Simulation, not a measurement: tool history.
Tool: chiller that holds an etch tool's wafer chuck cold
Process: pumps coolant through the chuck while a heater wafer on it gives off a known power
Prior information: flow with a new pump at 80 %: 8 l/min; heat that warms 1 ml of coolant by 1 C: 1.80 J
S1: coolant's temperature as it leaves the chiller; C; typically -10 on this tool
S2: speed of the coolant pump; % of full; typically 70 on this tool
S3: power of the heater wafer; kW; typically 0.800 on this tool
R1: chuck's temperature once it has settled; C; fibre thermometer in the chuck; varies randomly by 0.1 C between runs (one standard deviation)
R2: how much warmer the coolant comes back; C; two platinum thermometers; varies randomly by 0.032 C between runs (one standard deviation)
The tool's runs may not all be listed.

Run 1, day 0.000: usual settings. Result: R1 -3.6 C, R2 3.77 C.
Run 2, day 1.246: usual settings. Result: R1 -3.5 C, R2 3.80 C.
Run 3, day 1.925: usual settings but S1 -16 C. Result: R1 -9.5 C, R2 3.76 C.
Run 4, day 2.842: usual settings but S1 -16 C. Result: R1 -9.3 C, R2 3.84 C.
Run 5, day 4.225: usual settings but S1 -16 C. Result: R1 -9.4 C, R2 3.83 C.
Run 6, day 5.004: usual settings. Result: R1 -3.5 C, R2 3.80 C.
Run 7, day 6.646: usual settings but S2 80 % of full. Result: R1 -4.1 C, R2 3.35 C.
Run 8, day 7.783: usual settings. Result: R1 -3.5 C, R2 3.87 C.
Run 9, day 8.688: usual settings. Result: R1 -3.6 C, R2 3.84 C.
Run 10, day 10.250: usual settings. Result: R1 -3.5 C, R2 3.89 C.
Run 11, day 10.962: usual settings. Result: R1 -3.5 C, R2 3.90 C.
Run 12, day 12.329: usual settings but S1 -2 C. Result: R1 4.6 C, R2 3.89 C.
Run 13, day 13.242: usual settings but S3 0.683 kW. Result: R1 -4.1 C, R2 3.29 C.
Run 14, day 14.604: usual settings but S3 0.683 kW. Result: R1 -4.4 C, R2 3.39 C.
Run 15, day 15.429: usual settings but S3 0.683 kW. Result: R1 -4.5 C, R2 3.33 C.
Run 16, day 16.762: usual settings but S3 0.683 kW. Result: R1 -4.3 C, R2 3.35 C.
Run 17, day 18.300: usual settings but S1 -15 C, S3 0.744 kW. Result: R1 -8.8 C, R2 3.66 C.
Run 18, day 19.608: usual settings but S1 -15 C, S3 0.744 kW. Result: R1 -8.8 C, R2 3.71 C.
Run 19, day 21.188: usual settings but S1 -5 C, S2 63 % of full, S3 0.535 kW. Result: R1 -0.3 C, R2 2.97 C.
Run 20, day 21.871: usual settings but S1 -5 C, S2 63 % of full, S3 0.535 kW. Result: R1 -0.2 C, R2 2.96 C.
Run 21, day 23.521: usual settings but S1 -17 C, S2 65 % of full, S3 0.875 kW. Result: R1 -9.6 C, R2 4.64 C.
Run 22, day 24.854: usual settings but S1 -17 C, S2 65 % of full, S3 0.875 kW. Result: R1 -9.4 C, R2 4.65 C.
Run 23, day 25.546: usual settings but S1 -2 C, S2 77 % of full, S3 0.468 kW. Result: R1 1.6 C, R2 2.26 C.
Run 24, day 27.100: usual settings but S1 -2 C, S2 61 % of full, S3 0.468 kW. Result: R1 2.2 C, R2 2.74 C.
Run 25, day 27.879: usual settings but S1 -2 C, S2 61 % of full, S3 0.468 kW. Result: R1 2.2 C, R2 2.75 C.
Run 26, day 29.367: usual settings but S1 -20 C, S3 1.112 kW. Result: R1 -11.0 C, R2 5.46 C.
Run 27, day 30.621: usual settings but S1 -20 C, S3 1.112 kW. Result: R1 -10.8 C, R2 5.51 C.
Run 28, day 31.733: usual settings but S1 -2 C, S2 88 % of full, S3 0.839 kW. Result: R1 3.9 C, R2 3.43 C.
Run 29, day 32.579: usual settings but S1 -2 C, S2 88 % of full, S3 0.839 kW. Result: R1 4.1 C, R2 3.39 C.
Run 30, day 33.729: usual settings but S1 -2 C, S2 88 % of full, S3 0.839 kW. Result: R1 4.1 C, R2 3.48 C.
Run 31, day 34.858: usual settings but S1 -7 C, S2 88 % of full, S3 0.672 kW. Result: R1 -2.1 C, R2 2.88 C.

What would each run have given without the hidden state, its run-to-run variation left as it was?
Hidden state at play: heat passed by the chuck's channels, % of clean ones'; flow at a given pump speed, % of a new pump's; coolant's true temperature over the reading, C; drift of the gauge itself on chuck_c, C; drift of the gauge itself on warmer_back_c, C.
run    R2
  1  3.77
  2  3.79
  3  3.74
  4  3.81
  5  3.80
  6  3.76
  7  3.29
  8  3.81
  9  3.77
 10  3.81
 11  3.81
 12  3.79
 13  3.19
 14  3.28
 15  3.20
 16  3.22
 17  3.52
 18  3.55
 19  2.80
 20  2.79
 21  4.45
 22  4.45
 23  2.06
 24  2.52
 25  2.53
 26  5.23
 27  5.27
 28  3.18
 29  3.14
 30  3.21
 31  2.61
R1: same as the measured value in every run.

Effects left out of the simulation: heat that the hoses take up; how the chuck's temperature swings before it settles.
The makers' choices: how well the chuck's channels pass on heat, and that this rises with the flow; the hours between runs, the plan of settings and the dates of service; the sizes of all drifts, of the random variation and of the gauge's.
